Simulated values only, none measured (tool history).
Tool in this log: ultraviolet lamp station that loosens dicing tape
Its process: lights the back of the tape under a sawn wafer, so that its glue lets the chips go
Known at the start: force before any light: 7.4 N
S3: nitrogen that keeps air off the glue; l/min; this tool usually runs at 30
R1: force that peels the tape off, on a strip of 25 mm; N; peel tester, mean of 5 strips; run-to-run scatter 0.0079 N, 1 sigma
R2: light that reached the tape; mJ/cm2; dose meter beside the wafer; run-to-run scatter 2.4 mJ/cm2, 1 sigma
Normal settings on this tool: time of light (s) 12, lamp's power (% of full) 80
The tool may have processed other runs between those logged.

Run 1, hour 0.0: usual settings. Result: R1 0.387 N, R2 229 mJ/cm2.
Run 2, hour 7.4: usual settings. Result: R1 0.386 N, R2 225 mJ/cm2.
Run 3, hour 18.1: usual settings but time of light (s) 24. Result: R1 0.195 N, R2 451 mJ/cm2.
Run 4, hour 24.4: usual settings but time of light (s) 18. Result: R1 0.199 N, R2 341 mJ/cm2.
Run 5, hour 29.0: usual settings. Result: R1 0.381 N, R2 221 mJ/cm2.
Run 6, hour 39.2: usual settings. Result: R1 0.396 N, R2 221 mJ/cm2.
Run 7, hour 45.9: usual settings. Result: R1 0.392 N, R2 223 mJ/cm2.
Run 8, hour 53.9: usual settings but time of light (s) 9. Result: R1 0.710 N, R2 165 mJ/cm2.
Run 9, hour 63.0: usual settings but time of light (s) 9. Result: R1 0.713 N, R2 165 mJ/cm2.
Run 10, hour 69.2: usual settings. Result: R1 0.392 N, R2 223 mJ/cm2.
Run 11, hour 74.2: usual settings. Result: R1 0.420 N, R2 219 mJ/cm2.
Run 12, hour 82.5: usual settings. Result: R1 0.396 N, R2 219 mJ/cm2.
Run 13, hour 92.8: usual settings. Result: R1 0.425 N, R2 216 mJ/cm2.
Run 14, hour 98.2: usual settings. Result: R1 0.403 N, R2 219 mJ/cm2.
Run 15, hour 109.0: usual settings. Result: R1 0.424 N, R2 214 mJ/cm2.

What does the tool deliver on the next run?
Run 16, hour 116.5: usual settings but S3 35 l/min. Result: R1 ?, R2 ?.

Run 16 gave R1 0.374 N, R2 216 mJ/cm2.
If the tool had no hidden condition, the same run with the same run-to-run variation would have returned R1 0.271 N, R2 257 mJ/cm2.
